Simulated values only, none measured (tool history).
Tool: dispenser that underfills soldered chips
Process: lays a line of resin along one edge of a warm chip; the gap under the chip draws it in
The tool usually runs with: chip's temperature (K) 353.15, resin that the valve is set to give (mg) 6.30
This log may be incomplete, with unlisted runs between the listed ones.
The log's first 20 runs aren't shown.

| run | hour | chip's temperature (K) | resin that the valve is set to give (mg) | hours of work since the syringe was changed | hours of work since the valve was cleaned | hours of work since the stage was calibrated | time until the resin shows at the far edge (s) | resin that the valve gave (mg) |
|---|---|---|---|---|---|---|---|---|
| 21 | 147.9 | 349.15 | 6.86 | 5 | 41 | 347 | 155.7 | 6.62 |
|  | 149.5 | new syringe of resin |
| 22 | 155.4 | 349.15 | 6.86 | 4 | 46 | 352 | 152.8 | 6.61 |
|  | 157.8 | new syringe of resin |
| 23 | 162.3 | 349.15 | 6.86 | 3 | 50 | 357 | 142.5 | 6.60 |
|  | 165.8 | new syringe of resin |
| 24 | 166.9 | 354.15 | 6.93 | 1 | 53 | 360 | 98.9 | 6.68 |
| 25 | 172.3 | 362.15 | 7.40 | 4 | 57 | 363 | 85.2 | 7.09 |
|  | 173.8 | new syringe of resin |
|  | 178.3 | dispensing valve cleaned and set on the balance |
| 26 | 180.9 | 362.15 | 7.37 | 4 | 2 | 368 | 83.7 | 7.33 |
|  | 182.8 | new syringe of resin |
| 27 | 190.2 | 362.15 | 7.37 | 5 | 8 | 375 | 89.8 | 7.31 |
|  | 191.3 | new syringe of resin |
| 28 | 195.4 | 362.15 | 5.56 | 3 | 11 | 378 | 82.2 | 5.47 |
|  | 199.3 | new syringe of resin |
| 29 | 201.3 | 353.15 | 6.12 | 1 | 15 | 382 | 106.3 | 6.04 |
|  | 207.3 | new syringe of resin |
| 30 | 208.7 | 339.15 | 6.90 | 1 | 20 | 387 | 200.9 | 6.72 |
|  | 215.5 | new syringe of resin |
| 31 | 218.4 | 364.15 | 6.71 | 2 | 27 | 393 | 71.1 | 6.56 |
|  | 223.6 | new syringe of resin |
| 32 | 227.5 | 347.15 | 5.90 | 3 | 33 | 399 | 156.9 | 5.72 |
|  | 231.9 | new syringe of resin |
| 33 | 232.2 | 355.15 | 7.66 | 0 | 36 | 402 | 93.0 | 7.45 |
| 34 | 238.7 | 355.15 | 7.66 | 5 | 40 | 407 | 120.8 | 7.41 |

What if the next run were any one of these 4? Each begins from the tool's condition after run 34:
|  | 240.1 | new syringe of resin |
| A | 247.1 | 368.15 | 5.45 | 5 | 46 | 412 | ? | ? |
|  | 240.1 | new syringe of resin |
| B | 247.1 | 365.15 | 6.59 | 5 | 46 | 412 | ? | ? |
|  | 240.1 | new syringe of resin |
| C | 247.1 | 355.15 | 5.98 | 5 | 46 | 412 | ? | ? |
|  | 240.1 | new syringe of resin |
| D | 247.1 | 340.15 | 6.26 | 5 | 46 | 412 | ? | ? |

| run | time until the resin shows at the far edge (s) | resin that the valve gave (mg) |
|---|---|---|
| A | 74.6 | 5.24 |
| B | 80.0 | 6.32 |
| C | 125.9 | 5.73 |
| D | 245.5 | 6.03 |
Had the tool no hidden state, the same runs would have come out as:
| run | time until the resin shows at the far edge (s) | resin that the valve gave (mg) |
|---|---|---|
| A | 51.4 | 5.45 |
| B | 55.3 | 6.58 |
| C | 86.3 | 5.96 |
| D | 167.8 | 6.28 |
